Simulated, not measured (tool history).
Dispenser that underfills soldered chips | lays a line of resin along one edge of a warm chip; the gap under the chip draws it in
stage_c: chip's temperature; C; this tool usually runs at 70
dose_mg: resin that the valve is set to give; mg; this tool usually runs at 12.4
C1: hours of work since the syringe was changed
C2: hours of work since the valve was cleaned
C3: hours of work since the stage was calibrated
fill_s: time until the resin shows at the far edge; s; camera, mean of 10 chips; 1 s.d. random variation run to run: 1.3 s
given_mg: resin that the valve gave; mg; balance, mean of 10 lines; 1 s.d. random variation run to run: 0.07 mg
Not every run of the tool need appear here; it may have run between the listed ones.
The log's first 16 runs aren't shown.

-- hour=199.2 new syringe of resin
-- hour=206.9 new syringe of resin
run 17 hour=210.2 | stage_c=70 dose_mg=12.4 | C1=3 C2=29 C3=472 | fill_s=176.6 given_mg=12.12
-- hour=214.5 new syringe of resin
-- hour=222.2 new syringe of resin
run 18 hour=226.2 | stage_c=72 dose_mg=14.3 | C1=3 C2=41 C3=484 | fill_s=161.3 given_mg=13.66
-- hour=230.0 new syringe of resin
-- hour=238.0 new syringe of resin
run 19 hour=238.0 | stage_c=64 dose_mg=10.9 | C1=0 C2=49 C3=492 | fill_s=194.8 given_mg=10.42
-- hour=246.6 new syringe of resin
run 20 hour=250.5 | stage_c=59 dose_mg=12.6 | C1=3 C2=59 C3=502 | fill_s=304.7 given_mg=11.86
-- hour=254.4 new syringe of resin
run 21 hour=260.1 | stage_c=63 dose_mg=13.6 | C1=4 C2=66 C3=509 | fill_s=275.7 given_mg=12.70
-- hour=262.1 new syringe of resin
run 22 hour=268.2 | stage_c=63 dose_mg=13.6 | C1=5 C2=72 C3=515 | fill_s=282.7 given_mg=12.81
-- hour=270.6 new syringe of resin
-- hour=278.5 new syringe of resin
run 23 hour=285.0 | stage_c=67 dose_mg=15.2 | C1=5 C2=84 C3=527 | fill_s=237.6 given_mg=14.09
-- hour=286.8 new syringe of resin
run 24 hour=292.7 | stage_c=67 dose_mg=15.2 | C1=4 C2=90 C3=533 | fill_s=230.4 given_mg=14.05
-- hour=294.6 new syringe of resin
-- hour=302.2 new syringe of resin
-- hour=303.2 dispensing valve cleaned and set on the balance
run 25 hour=307.0 | stage_c=67 dose_mg=15.2 | C1=3 C2=3 C3=543 | fill_s=199.4 given_mg=15.04
-- hour=311.8 new syringe of resin
-- hour=320.7 new syringe of resin
run 26 hour=324.9 | stage_c=58 dose_mg=14.7 | C1=3 C2=16 C3=556 | fill_s=318.3 given_mg=14.52
-- hour=329.1 new syringe of resin
-- hour=336.6 new syringe of resin
run 27 hour=336.6 | stage_c=62 dose_mg=12.4 | C1=0 C2=25 C3=564 | fill_s=212.0 given_mg=12.01
-- hour=345.4 new syringe of resin
run 28 hour=352.2 | stage_c=74 dose_mg=13.4 | C1=5 C2=36 C3=576 | fill_s=176.5 given_mg=12.93
-- hour=354.1 new syringe of resin
-- hour=362.3 new syringe of resin
run 29 hour=369.3 | stage_c=83 dose_mg=12.4 | C1=5 C2=49 C3=589 | fill_s=124.1 given_mg=11.86
-- hour=370.4 new syringe of resin
-- hour=379.0 new syringe of resin
-- hour=387.6 new syringe of resin
run 30 hour=387.6 | stage_c=59 dose_mg=16.0 | C1=0 C2=63 C3=602 | fill_s=235.9 given_mg=15.21
-- hour=395.5 new syringe of resin
run 31 hour=396.1 | stage_c=59 dose_mg=16.0 | C1=0 C2=69 C3=608 | fill_s=240.6 given_mg=15.05
-- hour=403.7 new syringe of resin
run 32 hour=408.7 | stage_c=62 dose_mg=15.1 | C1=4 C2=78 C3=618 | fill_s=275.7 given_mg=14.17
-- hour=411.5 new syringe of resin
-- hour=419.9 new syringe of resin
run 33 hour=426.8 | stage_c=62 dose_mg=15.1 | C1=5 C2=92 C3=631 | fill_s=320.3 given_mg=13.95

Each row is a separate what-if for the run after 33, all from the same tool condition, not one after another. Results?
-- hour=428.7 new syringe of resin
-- hour=434.7 dispensing valve cleaned and set on the balance
-- hour=437.8 new syringe of resin
run A hour=443.1 | stage_c=70 dose_mg=15.1 | C1=4 C2=6 C3=643 | fill_s=? given_mg=?
-- hour=428.7 new syringe of resin
-- hour=434.7 dispensing valve cleaned and set on the balance
-- hour=437.8 new syringe of resin
run B hour=443.1 | stage_c=60 dose_mg=15.1 | C1=4 C2=6 C3=643 | fill_s=? given_mg=?
-- hour=428.7 new syringe of resin
-- hour=434.7 dispensing valve cleaned and set on the balance
-- hour=437.8 new syringe of resin
run C hour=443.1 | stage_c=55 dose_mg=10.8 | C1=4 C2=6 C3=643 | fill_s=? given_mg=?

run=A fill_s=194.8 given_mg=15.12
run=B fill_s=313.4 given_mg=14.96
run=C fill_s=430.9 given_mg=10.79
Without the tool's hidden state the same runs would have given:
run=A fill_s=124.4 given_mg=15.18
run=B fill_s=198.3 given_mg=15.02
run=C fill_s=271.8 given_mg=10.83
